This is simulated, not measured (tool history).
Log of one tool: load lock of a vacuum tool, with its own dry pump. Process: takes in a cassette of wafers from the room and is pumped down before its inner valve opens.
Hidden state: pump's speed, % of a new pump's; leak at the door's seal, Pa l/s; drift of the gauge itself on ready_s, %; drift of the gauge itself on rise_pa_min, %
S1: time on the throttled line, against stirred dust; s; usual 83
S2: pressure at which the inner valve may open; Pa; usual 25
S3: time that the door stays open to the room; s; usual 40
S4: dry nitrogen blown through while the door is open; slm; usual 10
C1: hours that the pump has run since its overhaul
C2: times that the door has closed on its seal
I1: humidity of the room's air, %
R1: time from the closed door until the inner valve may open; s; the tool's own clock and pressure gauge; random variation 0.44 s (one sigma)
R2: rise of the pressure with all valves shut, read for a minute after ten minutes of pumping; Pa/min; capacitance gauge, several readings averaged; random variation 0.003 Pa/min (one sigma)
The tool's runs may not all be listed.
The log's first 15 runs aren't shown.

run 16 hour=3964.5 | S1=83 S2=36 S3=121 S4=8 | C1=18825 C2=15518 | I1=46.6 | R1=125.9 R2=0.095
run 17 hour=4157.2 | S1=83 S2=36 S3=121 S4=8 | C1=19018 C2=16302 | I1=42.9 | R1=125.4 R2=0.091
-- hour=4183.9 dry pump taken out, an overhauled one fitted
run 18 hour=4488.6 | S1=83 S2=26 S3=40 S4=10 | C1=305 C2=17626 | I1=45.0 | R1=128.6 R2=0.039
run 19 hour=4786.5 | S1=83 S2=26 S3=40 S4=10 | C1=603 C2=18838 | I1=45.1 | R1=127.6 R2=0.042
run 20 hour=5133.0 | S1=116 S2=26 S3=40 S4=10 | C1=949 C2=20248 | I1=44.4 | R1=156.0 R2=0.050
run 21 hour=5347.5 | S1=71 S2=25 S3=40 S4=10 | C1=1164 C2=21121 | I1=43.6 | R1=118.2 R2=0.040
run 22 hour=5714.1 | S1=55 S2=26 S3=66 S4=24 | C1=1530 C2=22612 | I1=44.6 | R1=104.4 R2=0.046
run 23 hour=5972.4 | S1=83 S2=25 S3=155 S4=10 | C1=1789 C2=23664 | I1=44.1 | R1=128.7 R2=0.103
run 24 hour=6270.7 | S1=83 S2=25 S3=155 S4=10 | C1=2087 C2=24877 | I1=42.1 | R1=127.9 R2=0.099
run 25 hour=6514.7 | S1=83 S2=24 S3=155 S4=10 | C1=2331 C2=25870 | I1=43.8 | R1=128.9 R2=0.096
run 26 hour=6844.8 | S1=63 S2=27 S3=47 S4=22 | C1=2661 C2=27213 | I1=45.3 | R1=111.3 R2=0.036
run 27 hour=7064.2 | S1=63 S2=27 S3=47 S4=22 | C1=2880 C2=28106 | I1=44.4 | R1=110.9 R2=0.036
run 28 hour=7260.9 | S1=63 S2=27 S3=101 S4=5 | C1=3077 C2=28906 | I1=44.5 | R1=110.9 R2=0.092
run 29 hour=7501.7 | S1=83 S2=26 S3=40 S4=14 | C1=3318 C2=29886 | I1=43.6 | R1=127.8 R2=0.031
run 30 hour=7705.8 | S1=88 S2=26 S3=53 S4=14 | C1=3522 C2=30716 | I1=44.7 | R1=131.8 R2=0.043
run 31 hour=7887.1 | S1=91 S2=46 S3=53 S4=6 | C1=3703 C2=31454 | I1=43.4 | R1=130.6 R2=0.055
run 32 hour=8234.3 | S1=91 S2=46 S3=53 S4=6 | C1=4050 C2=32866 | I1=45.4 | R1=130.8 R2=0.055
run 33 hour=8411.2 | S1=87 S2=31 S3=53 S4=6 | C1=4227 C2=33586 | I1=44.2 | R1=130.2 R2=0.064
run 34 hour=8582.3 | S1=87 S2=31 S3=53 S4=6 | C1=4398 C2=34282 | I1=43.4 | R1=130.1 R2=0.055

Forecast each of these 3 alternatives for the next run:
run A hour=8891.5 | S1=119 S2=48 S3=53 S4=6 | C1=4708 C2=35540 | I1=49.8 | R1=? R2=?
run B hour=8891.5 | S1=67 S2=43 S3=40 S4=18 | C1=4708 C2=35540 | I1=42.7 | R1=? R2=?
run C hour=8891.5 | S1=83 S2=25 S3=40 S4=9 | C1=4708 C2=35540 | I1=46.6 | R1=? R2=?

run=A R1=153.5 R2=0.067
run=B R1=111.5 R2=0.032
run=C R1=128.5 R2=0.044
Without the tool's hidden state the same runs would have given:
run=A R1=153.5 R2=0.066
run=B R1=111.5 R2=0.031
run=C R1=128.5 R2=0.044
